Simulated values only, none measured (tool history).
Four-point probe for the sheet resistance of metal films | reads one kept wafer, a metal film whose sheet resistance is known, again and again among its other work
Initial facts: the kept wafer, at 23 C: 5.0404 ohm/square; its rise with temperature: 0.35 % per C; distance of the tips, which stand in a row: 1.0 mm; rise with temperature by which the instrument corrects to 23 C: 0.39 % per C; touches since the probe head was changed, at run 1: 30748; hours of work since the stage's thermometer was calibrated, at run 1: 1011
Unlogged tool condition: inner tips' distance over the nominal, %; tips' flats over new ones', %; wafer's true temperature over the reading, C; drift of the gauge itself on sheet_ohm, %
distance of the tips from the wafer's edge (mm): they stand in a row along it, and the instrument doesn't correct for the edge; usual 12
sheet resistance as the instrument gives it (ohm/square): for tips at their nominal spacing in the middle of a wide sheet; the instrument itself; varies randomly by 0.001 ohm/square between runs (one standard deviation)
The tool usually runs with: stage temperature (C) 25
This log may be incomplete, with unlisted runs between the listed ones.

run	hour	stage temperature (C)	distance of the tips from the wafer's edge (mm)	touches since the probe head was changed	hours of work since the stage's thermometer was calibrated	sheet resistance as the instrument gives it (ohm/square)
1	0.0	25	12	30748	1011	5.054776
2	85.1	25	5	33194	1048	5.142377
3	156.9	25	36	35256	1078	5.037418
4	218.4	25	36	37025	1105	5.039525
5	311.1	25	36	39690	1144	5.039243
6	372.4	35	12	41452	1171	5.035023
7	461.3	35	12	44008	1209	5.035040
8	529.3	34	12	45962	1238	5.035541
9	612.5	34	12	48353	1273	5.037896
10	682.6	34	12	50366	1303	5.036567
11	740.4	21	12	52029	1328	5.064539
12	812.9	21	4	54113	1359	5.209746
13	900.3	25	16	56624	1396	5.047755
14	956.7	25	16	58245	1420	5.046866
15	998.0	25	16	59432	1438	5.046108
16	1078.2	25	16	61737	1472	5.047023
17	1168.0	31	8	64318	1511	5.065413
18	1225.3	23	5	65965	1535	5.148413
19	1303.9	31	7	68224	1569	5.080494
20	1376.9	31	14	70323	1600	5.036936
21	1435.3	31	14	72000	1625	5.036540
22	1503.6	31	14	73964	1654	5.035833
23	1543.5	25	9	75110	1671	5.070443
24	1588.0	30	12	76390	1690	5.045938
25	1674.2	23	10	78868	1727	5.067656
26	1755.9	28	20	81216	1762	5.035751
27	1835.3	28	20	83497	1796	5.038762
28	1915.6	28	20	85807	1830	5.037233
29	1965.5	28	20	87240	1852	5.036210

Below are 5 alternative next runs, each starting from the tool's condition after run 29. Predict each:
A	2041.9	29	26	89435	1884	?
B	2041.9	35	36	89435	1884	?
C	2041.9	23	8	89435	1884	?
D	2041.9	28	49	89435	1884	?
E	2041.9	19	66	89435	1884	?

run	sheet resistance as the instrument gives it (ohm/square)
A	5.031314
B	5.018452
C	5.084207
D	5.030169
E	5.049549
With no hidden state in the tool, these same runs would have given:
run	sheet resistance as the instrument gives it (ohm/square)
A	5.030439
B	5.017578
C	5.083324
D	5.029294
E	5.048673
